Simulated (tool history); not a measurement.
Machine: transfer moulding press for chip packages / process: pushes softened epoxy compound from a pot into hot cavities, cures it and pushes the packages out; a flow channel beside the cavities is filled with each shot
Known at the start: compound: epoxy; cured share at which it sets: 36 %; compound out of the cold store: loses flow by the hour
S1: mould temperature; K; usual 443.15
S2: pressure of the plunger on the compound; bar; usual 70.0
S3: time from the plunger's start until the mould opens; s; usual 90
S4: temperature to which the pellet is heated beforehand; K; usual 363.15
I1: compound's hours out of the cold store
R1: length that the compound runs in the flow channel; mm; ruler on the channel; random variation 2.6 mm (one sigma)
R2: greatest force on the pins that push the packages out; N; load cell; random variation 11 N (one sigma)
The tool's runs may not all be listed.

run	hour	S1	S2	S3	S4	I1	R1	R2
1	0.0	443.15	70.0	90	363.15	26.7	868	774
# hour 5.6: cavities cleaned with cleaning compound and waxed
2	11.2	443.15	70.0	87	363.15	35.1	840	923
3	23.9	443.15	70.0	90	363.15	33.2	839	879
4	38.3	443.15	70.0	90	363.15	42.2	810	909
# hour 40.7: cavities cleaned with cleaning compound and waxed
5	51.5	443.15	70.0	90	363.15	15.2	890	647
6	61.8	443.15	70.0	90	354.15	47.4	789	653
# hour 67.8: cavities cleaned with cleaning compound and waxed, once more
7	72.7	443.15	70.0	90	354.15	9.0	905	594
8	80.2	443.15	70.0	90	354.15	47.5	788	661
9	91.9	443.15	70.0	90	354.15	38.6	806	733
# hour 103.1: cavities cleaned with cleaning compound and waxed
10	108.7	439.15	75.8	90	354.15	13.6	932	749
11	117.9	439.15	70.1	90	359.15	14.2	886	856
12	129.6	447.15	87.1	90	369.15	30.0	898	655
# hour 138.3: cavities cleaned with cleaning compound and waxed
13	142.7	437.15	54.5	79	369.15	24.0	758	1072
14	152.7	436.15	70.0	90	363.15	42.3	807	1026
15	162.6	436.15	71.1	90	358.15	27.2	864	1149
# hour 173.7: cavities cleaned with cleaning compound and waxed
16	179.2	448.15	70.0	114	363.15	18.5	823	489
# hour 185.0: plunger's sealing rings changed
17	196.9	443.15	54.6	85	369.15	44.5	712	729
18	204.1	443.15	83.1	88	369.15	41.4	892	723

Each row is a separate what-if for the run after 18, all from the same tool condition, not one after another. Results?
# hour 211.4: cavities cleaned with cleaning compound and waxed
A	214.5	438.15	83.1	88	369.15	22.6	?	?
# hour 211.4: cavities cleaned with cleaning compound and waxed
B	214.5	443.15	70.0	105	363.15	11.9	?	?
# hour 211.4: cavities cleaned with cleaning compound and waxed
C	214.5	441.15	70.0	90	365.15	12.8	?	?
# hour 211.4: cavities cleaned with cleaning compound and waxed
D	214.5	443.15	70.0	90	358.15	35.9	?	?

run	R1	R2
A	972	799
B	907	498
C	914	651
D	832	560
The same runs, with their run-to-run variation unchanged, on a tool lacking any hidden condition would have given:
run	R1	R2
A	983	741
B	917	448
C	924	599
D	842	511

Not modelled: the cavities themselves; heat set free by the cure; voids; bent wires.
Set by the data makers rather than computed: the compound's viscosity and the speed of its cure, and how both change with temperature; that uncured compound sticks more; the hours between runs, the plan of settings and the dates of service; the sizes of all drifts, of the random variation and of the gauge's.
